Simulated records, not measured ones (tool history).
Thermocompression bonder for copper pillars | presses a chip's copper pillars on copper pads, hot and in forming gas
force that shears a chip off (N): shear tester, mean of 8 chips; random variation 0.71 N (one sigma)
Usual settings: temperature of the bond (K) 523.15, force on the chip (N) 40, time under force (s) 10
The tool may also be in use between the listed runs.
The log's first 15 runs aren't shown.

| run | hour | temperature of the bond (K) | force on the chip (N) | time under force (s) | hours of work since the heater was calibrated | hours of work since the force cell was calibrated | hours of work since the gas filter was changed | force that shears a chip off (N) |
|---|---|---|---|---|---|---|---|---|
| 16 | 498.7 | 495.15 | 40 | 10 | 1581 | 1483 | 279 | 34.3 |
| 17 | 535.4 | 523.15 | 40 | 10 | 1606 | 1509 | 304 | 50.5 |
| 18 | 557.5 | 523.15 | 40 | 10 | 1622 | 1524 | 320 | 50.7 |
| 19 | 602.9 | 523.15 | 40 | 10 | 1653 | 1556 | 351 | 50.4 |
| 20 | 649.4 | 523.15 | 40 | 10 | 1686 | 1588 | 384 | 50 |
| 21 | 690.3 | 523.15 | 40 | 10 | 1715 | 1617 | 412 | 49.1 |
| 22 | 728.8 | 547.15 | 40 | 26 | 1741 | 1644 | 439 | 86.6 |
| 23 | 759.3 | 547.15 | 28 | 24 | 1763 | 1665 | 461 | 61.2 |
|  | 774.6 | heater calibrated with a thermocouple chip |
| 24 | 781.5 | 547.15 | 28 | 24 | 5 | 1679 | 475 | 61.2 |
| 25 | 815.9 | 547.15 | 28 | 24 | 29 | 1703 | 499 | 60.7 |
|  | 819.1 | forming gas filter changed |
| 26 | 840.6 | 513.15 | 32 | 24 | 46 | 1720 | 15 | 48.8 |
| 27 | 886.9 | 513.15 | 32 | 24 | 78 | 1753 | 47 | 47.1 |
| 28 | 934.4 | 505.15 | 45 | 12 | 111 | 1786 | 81 | 50.4 |
| 29 | 965 | 522.15 | 36 | 10 | 133 | 1807 | 102 | 43.6 |
| 30 | 1003.5 | 539.15 | 27 | 10 | 160 | 1834 | 129 | 39.4 |
| 31 | 1041.9 | 539.15 | 27 | 10 | 186 | 1861 | 156 | 37.4 |
|  | 1059.7 | force cell calibrated |
| 32 | 1065 | 523.15 | 40 | 21 | 201 | 4 | 171 | 64.8 |
| 33 | 1112.9 | 523.15 | 40 | 21 | 235 | 37 | 204 | 63.8 |
| 34 | 1134.5 | 523.15 | 40 | 21 | 250 | 52 | 219 | 66.4 |
| 35 | 1162.5 | 523.15 | 32 | 21 | 270 | 72 | 239 | 52 |
| 36 | 1186.6 | 527.15 | 47 | 19 | 286 | 89 | 256 | 77.2 |
| 37 | 1228.7 | 527.15 | 47 | 19 | 316 | 118 | 285 | 76.8 |
| 38 | 1251 | 529.15 | 50 | 15 | 331 | 134 | 301 | 76.4 |
| 39 | 1291.8 | 532.15 | 40 | 14 | 360 | 162 | 329 | 61.9 |
| 40 | 1311.1 | 548.15 | 24 | 12 | 373 | 176 | 343 | 39.1 |

4 ways to go on from here, each from the tool as it stands after run 40. What would each give?
| A | 1351.6 | 511.15 | 40 | 29 | 402 | 204 | 371 | ? |
| B | 1351.6 | 529.15 | 51 | 23 | 402 | 204 | 371 | ? |
| C | 1351.6 | 505.15 | 24 | 12 | 402 | 204 | 371 | ? |
| D | 1351.6 | 525.15 | 40 | 10 | 402 | 204 | 371 | ? |

| run | force that shears a chip off (N) |
|---|---|
| A | 63.6 |
| B | 89.8 |
| C | 22.5 |
| D | 51.2 |
Without the tool's hidden state the same runs would have given:
| run | force that shears a chip off (N) |
|---|---|
| A | 63.8 |
| B | 90.1 |
| C | 22.6 |
| D | 51.4 |

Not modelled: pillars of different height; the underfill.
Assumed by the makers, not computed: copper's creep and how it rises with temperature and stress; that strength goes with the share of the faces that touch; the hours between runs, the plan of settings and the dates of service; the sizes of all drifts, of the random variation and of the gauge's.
